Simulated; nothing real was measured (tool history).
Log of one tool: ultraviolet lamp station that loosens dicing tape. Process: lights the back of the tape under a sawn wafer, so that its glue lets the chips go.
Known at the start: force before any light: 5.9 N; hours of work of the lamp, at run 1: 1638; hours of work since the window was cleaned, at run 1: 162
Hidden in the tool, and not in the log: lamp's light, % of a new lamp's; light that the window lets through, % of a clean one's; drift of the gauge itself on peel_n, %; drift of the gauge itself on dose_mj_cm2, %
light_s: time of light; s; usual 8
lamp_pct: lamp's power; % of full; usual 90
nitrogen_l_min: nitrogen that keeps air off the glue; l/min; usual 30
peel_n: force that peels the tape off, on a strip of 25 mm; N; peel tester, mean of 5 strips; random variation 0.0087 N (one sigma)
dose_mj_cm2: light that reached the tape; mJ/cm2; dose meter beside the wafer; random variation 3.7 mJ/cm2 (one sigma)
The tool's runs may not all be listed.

run	hour	light_s	lamp_pct	nitrogen_l_min	hours of work of the lamp	hours of work since the window was cleaned	peel_n	dose_mj_cm2
1	0.0	8	90	30	1638	162	0.359	609
2	47.2	8	90	30	1666	190	0.354	614
3	128.0	8	82	30	1714	238	0.439	563
# hour 193.9: lamp changed
4	216.0	8	82	30	13	290	0.431	563
5	259.3	8	82	30	39	315	0.441	564
6	304.4	8	82	30	66	342	0.458	561
7	377.1	8	70	30	109	385	0.573	479
8	417.9	9	70	30	133	409	0.457	543
9	489.0	9	70	30	175	452	0.462	535
10	535.4	9	70	30	203	479	0.461	537
# hour 583.9: window cleaned of glue's vapour
11	594.7	8	90	30	238	6	0.350	615
12	682.4	5	90	30	290	58	0.858	383
13	733.3	5	90	30	320	89	0.895	380
14	788.4	4	90	30	352	121	1.263	306
15	826.4	4	90	30	375	144	1.224	306
16	901.1	4	90	30	419	188	1.217	307
17	941.6	4	90	30	443	212	1.255	301
18	1014.1	4	90	30	486	255	1.249	303
19	1072.4	4	90	30	521	290	1.258	305
20	1144.6	8	90	55	564	333	0.257	615
21	1208.2	8	90	30	602	370	0.365	607
22	1266.0	8	90	30	636	405	0.346	603
23	1307.0	8	90	30	660	429	0.359	606
24	1374.1	5	90	30	700	469	0.879	382
# hour 1435.9: window cleaned of glue's vapour
25	1451.5	8	96	27	746	9	0.330	640
26	1537.5	6	94	13	797	60	0.992	471
27	1584.1	10	72	56	824	88	0.257	604
28	1668.5	10	72	56	874	138	0.255	596
29	1731.5	7	73	15	912	175	1.066	428
# hour 1746.0: gauge calibrated
30	1790.7	5	66	16	947	211	1.913	277
31	1868.8	8	90	58	993	257	0.244	611
32	1955.9	8	95	29	1045	309	0.325	645
33	2005.9	8	95	29	1075	338	0.324	652
34	2062.7	8	73	29	1108	372	0.566	504
35	2102.9	4	68	40	1132	396	1.609	235
36	2160.6	14	93	30	1166	430	0.162	1107
37	2217.7	5	81	25	1200	464	1.170	336
38	2253.7	5	81	25	1222	485	1.171	344
# hour 2294.2: window cleaned of glue's vapour
39	2295.5	5	81	25	1246	1	1.140	344
40	2356.1	6	62	30	1282	37	1.223	321
41	2404.8	9	68	36	1311	66	0.440	516
42	2471.2	7	68	29	1350	105	0.822	407
43	2558.3	7	68	29	1402	157	0.803	400
44	2638.6	7	93	29	1450	204	0.450	554

Forecast each of these 3 alternatives for the next run:
A	2722.6	8	99	30	1500	254	?	?
B	2722.6	11	90	30	1500	254	?	?
C	2722.6	7	93	29	1500	254	?	?

run	peel_n	dose_mj_cm2
A	0.308	673
B	0.201	831
C	0.451	548
Without the tool's hidden state the same runs would have given:
run	peel_n	dose_mj_cm2
A	0.306	687
B	0.200	848
C	0.448	559

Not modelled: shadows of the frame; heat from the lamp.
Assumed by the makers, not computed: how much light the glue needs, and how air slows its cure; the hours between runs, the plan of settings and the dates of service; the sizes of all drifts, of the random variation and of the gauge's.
